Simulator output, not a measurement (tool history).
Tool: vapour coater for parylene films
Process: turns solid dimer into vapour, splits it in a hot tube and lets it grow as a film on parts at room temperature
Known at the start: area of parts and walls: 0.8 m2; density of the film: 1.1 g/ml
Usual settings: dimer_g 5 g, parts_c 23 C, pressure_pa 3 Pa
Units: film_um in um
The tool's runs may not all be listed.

run	hour	dimer_g	parts_c	pressure_pa	film_um
1	0	5	23	3	3.44
2	64	5	23	3	3.39
3	104.4	5	23	3	3.33
4	174	5	23	3	3.31
5	230.7	3	23	3	1.97
6	306	5	23	5.32	2.86
# hour 349.2: table's thermometer calibrated
7	378.3	5	23	3	3.19
8	420.5	5	23	3	3.16
9	453.5	5	23	3	3.09
# hour 484.9: trap's valve overhauled
10	531.2	5	23	3	3.57
11	593.4	5	23	3	3.53
12	666.7	5	23	2.03	3.75
13	706.8	5	23	2.03	3.65
14	777.3	5	23	2.03	3.62
15	856.2	5	23	2.03	3.59
16	926.6	5	23	2.03	3.52
17	992.9	5	23	2.03	3.45
18	1048.9	5	23	3	3.17
19	1109.3	5	23	3	3.11
# hour 1147.9: trap's valve overhauled
20	1149.4	5	23	3	3.6
21	1226.6	5	23	3	3.5
22	1263.7	5	23	3	3.5
23	1306.1	5	19	3	4.12
24	1374.4	3	18	3	2.5
25	1455.6	3	18	3	2.47
26	1497.1	5	35	3.64	1.92
27	1568.6	5	35	3.64	1.95
28	1601.9	5	23	11.34	2.57
29	1668.4	5	16	2.19	4.57
30	1709.4	3	17	3	2.44
31	1778.5	3	17	3	2.37
# hour 1809.4: trap's valve overhauled
32	1818.1	3	17	3	2.71
33	1858.6	5	33	3.46	2.27
34	1908.2	3	27	3	1.8
35	1968	5	27	2.01	3.11

Forecast run 36:
36	2047.5	5	21	7.92	?

Run 36 gave film_um 3.14 um.
Without the tool's hidden state the same run would have given film_um 3.35 um.

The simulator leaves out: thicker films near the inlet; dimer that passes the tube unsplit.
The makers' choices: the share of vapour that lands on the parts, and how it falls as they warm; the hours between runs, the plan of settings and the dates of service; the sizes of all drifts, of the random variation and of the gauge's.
